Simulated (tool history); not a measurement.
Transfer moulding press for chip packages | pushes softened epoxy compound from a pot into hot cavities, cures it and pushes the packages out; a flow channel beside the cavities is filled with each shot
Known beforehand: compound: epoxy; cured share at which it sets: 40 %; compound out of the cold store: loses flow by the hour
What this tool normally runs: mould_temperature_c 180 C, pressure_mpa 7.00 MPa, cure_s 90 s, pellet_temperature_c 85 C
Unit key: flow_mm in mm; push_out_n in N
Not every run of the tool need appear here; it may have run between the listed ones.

| run | hour | mould_temperature_c | pressure_mpa | cure_s | pellet_temperature_c | incoming compound's hours out of the cold store | flow_mm | push_out_n |
|---|---|---|---|---|---|---|---|---|
| 1 | 0.0 | 180 | 7.00 | 90 | 85 | 40.4 | 490.4 | 482 |
| 2 | 11.3 | 180 | 7.00 | 90 | 85 | 31.4 | 515.7 | 580 |
|  | 17.1 | plunger's sealing rings changed |
| 3 | 22.4 | 180 | 7.00 | 90 | 85 | 25.6 | 554.5 | 617 |
| 4 | 29.9 | 180 | 7.00 | 90 | 85 | 8.9 | 611.8 | 685 |
| 5 | 36.9 | 180 | 7.00 | 121 | 85 | 31.4 | 536.8 | 676 |
| 6 | 44.5 | 180 | 7.00 | 90 | 85 | 8.3 | 615.3 | 747 |
|  | 48.3 | cavities cleaned with cleaning compound and waxed |
| 7 | 52.7 | 180 | 7.00 | 90 | 85 | 33.2 | 531.5 | 865 |
| 8 | 62.3 | 180 | 7.00 | 90 | 85 | 12.5 | 599.1 | 883 |
| 9 | 69.4 | 180 | 7.00 | 90 | 85 | 34.2 | 525.3 | 875 |
| 10 | 75.9 | 180 | 7.00 | 90 | 85 | 45.7 | 492.8 | 910 |
| 11 | 87.1 | 180 | 7.00 | 90 | 85 | 24.9 | 555.0 | 903 |
|  | 94.4 | cavities cleaned with cleaning compound and waxed |
| 12 | 99.1 | 180 | 7.00 | 90 | 85 | 9.8 | 607.2 | 506 |
| 13 | 108.2 | 180 | 7.00 | 84 | 85 | 18.3 | 575.1 | 607 |
| 14 | 113.5 | 180 | 7.00 | 84 | 85 | 33.6 | 526.8 | 633 |
|  | 120.5 | cavities cleaned with cleaning compound and waxed, once more |
| 15 | 124.1 | 180 | 7.00 | 84 | 79 | 12.9 | 597.0 | 522 |
| 16 | 132.0 | 175 | 7.82 | 90 | 79 | 40.8 | 548.7 | 646 |
| 17 | 138.9 | 175 | 7.82 | 90 | 79 | 38.5 | 555.0 | 703 |
| 18 | 147.2 | 181 | 8.68 | 122 | 76 | 46.2 | 544.0 | 615 |
| 19 | 152.3 | 176 | 5.70 | 122 | 79 | 13.5 | 544.3 | 638 |
| 20 | 161.5 | 187 | 7.00 | 71 | 85 | 38.3 | 495.5 | 729 |
|  | 166.5 | cavities cleaned with cleaning compound and waxed |
| 21 | 169.8 | 176 | 5.68 | 90 | 85 | 26.7 | 502.9 | 548 |
| 22 | 175.6 | 176 | 5.68 | 90 | 85 | 21.4 | 517.6 | 597 |
| 23 | 184.9 | 176 | 5.68 | 90 | 85 | 46.3 | 448.7 | 665 |
|  | 187.7 | mould's thermocouples calibrated |
| 24 | 199.1 | 185 | 7.00 | 94 | 91 | 13.2 | 575.2 | 618 |
| 25 | 206.9 | 173 | 6.29 | 94 | 91 | 16.2 | 568.9 | 875 |
|  | 214.6 | cavities cleaned with cleaning compound and waxed |
| 26 | 218.4 | 173 | 6.29 | 94 | 91 | 35.0 | 506.7 | 559 |
| 27 | 223.9 | 180 | 6.11 | 71 | 87 | 40.1 | 469.2 | 703 |

Here are 3 independent what-if runs from the current tool condition. What would each one return?
| A | 232.2 | 180 | 7.00 | 114 | 85 | 44.1 | ? | ? |
| B | 232.2 | 182 | 6.11 | 71 | 85 | 43.5 | ? | ? |
| C | 232.2 | 179 | 6.11 | 71 | 87 | 43.9 | ? | ? |

| run | flow_mm | push_out_n |
|---|---|---|
| A | 491.6 | 550 |
| B | 455.8 | 668 |
| C | 461.8 | 772 |
Stripped of hidden state, with their random variation kept, the same runs would have yielded:
| run | flow_mm | push_out_n |
|---|---|---|
| A | 501.6 | 421 |
| B | 465.1 | 509 |
| C | 471.3 | 588 |
